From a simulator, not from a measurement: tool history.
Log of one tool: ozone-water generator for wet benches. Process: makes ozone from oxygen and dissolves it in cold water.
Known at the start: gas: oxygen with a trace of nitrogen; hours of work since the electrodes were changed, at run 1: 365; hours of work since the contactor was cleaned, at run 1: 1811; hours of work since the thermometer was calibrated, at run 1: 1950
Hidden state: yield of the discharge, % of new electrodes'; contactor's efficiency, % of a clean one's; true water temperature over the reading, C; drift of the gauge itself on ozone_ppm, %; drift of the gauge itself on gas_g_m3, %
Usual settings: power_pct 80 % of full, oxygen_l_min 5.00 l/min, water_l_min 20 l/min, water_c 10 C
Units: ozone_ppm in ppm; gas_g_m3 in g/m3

run     day  power_pct  oxygen_l_min  water_l_min  water_c  hours of work since the electrodes were changed  hours of work since the contactor was cleaned  hours of work since the thermometer was calibrated  ozone_ppm  gas_g_m3
  1   0.000         80          5.00           20       10                                              365                                           1811                                                1950       20.6     172.7
  2   0.979         80          5.00           20       10                                              388                                           1833                                                1972       20.5     170.4
  3   1.858         80          5.00           20       10                                              408                                           1854                                                1993       20.7     169.1
  4   2.825         80          5.00           20       10                                              430                                           1876                                                2015       20.7     171.6
  5   4.342         80          5.00           20       10                                              465                                           1911                                                2050       20.8     168.8
  6   5.558         80          2.91           20       10                                              494                                           1939                                                2078       19.5     231.3
  7   7.342         80          2.91           20       10                                              535                                           1980                                                2119       19.4     231.8
  8   9.179         80          2.91           20        5                                              577                                           2023                                                2162       20.3     229.7
  9  10.362         80          2.91           20        5                                              605                                           2050                                                2189       20.0     230.8
 10  12.012         80          2.91           20        5                                              643                                           2088                                                2227       20.3     231.6
 11  13.758         80          2.91           20        5                                              683                                           2129                                                2268       19.8     233.0
 12  14.617         80          2.91           32       15                                              703                                           2149                                                2288       12.2     230.0
 13  16.575         40          5.00           20       10                                              748                                           2194                                                2333       11.5      95.8
 14  17.767         40          5.00           20       10                                              776                                           2221                                                2360       11.5      96.1
 15  19.254         40          5.00           20       10                                              810                                           2256                                                2395       11.6      95.5
 16  20.312         89          5.00           20       14                                              835                                           2280                                                2419       21.3     184.4
 17  21.925         89          7.87           20       14                                              872                                           2318                                                2457       21.0     143.2
 18  23.396         53          5.53           12       10                                              906                                           2352                                                2491       21.0     115.0
 19  24.788         53          5.53           12       10                                              938                                           2384                                                2523       20.8     113.0
 20  25.742         43          5.00           22       10                                              960                                           2406                                                2545       11.4     101.5
 21  27.096         43          5.00           22       10                                              992                                           2437                                                2576       11.3     102.5

Hidden state or all else? Some run-to-run changes of ozone_ppm, split into what the settings, what came in and random variation would give without the hidden state, and what is left for the hidden state (with any gauge scatter that isn't in both results):
Run 11 -> 12: water_l_min 20 -> 32, water_c 5 -> 15. ozone_ppm -7.6 ppm: hidden state +0.2, all else -7.8.
Run 15 -> 16: power_pct 40 -> 89, water_c 10 -> 14. ozone_ppm +9.7 ppm: hidden state -0.2, all else +9.9.
Run 19 -> 20: power_pct 53 -> 43, oxygen_l_min 5.53 -> 5.00, water_l_min 12 -> 22. ozone_ppm -9.4 ppm: hidden state +0.1, all else -9.5.
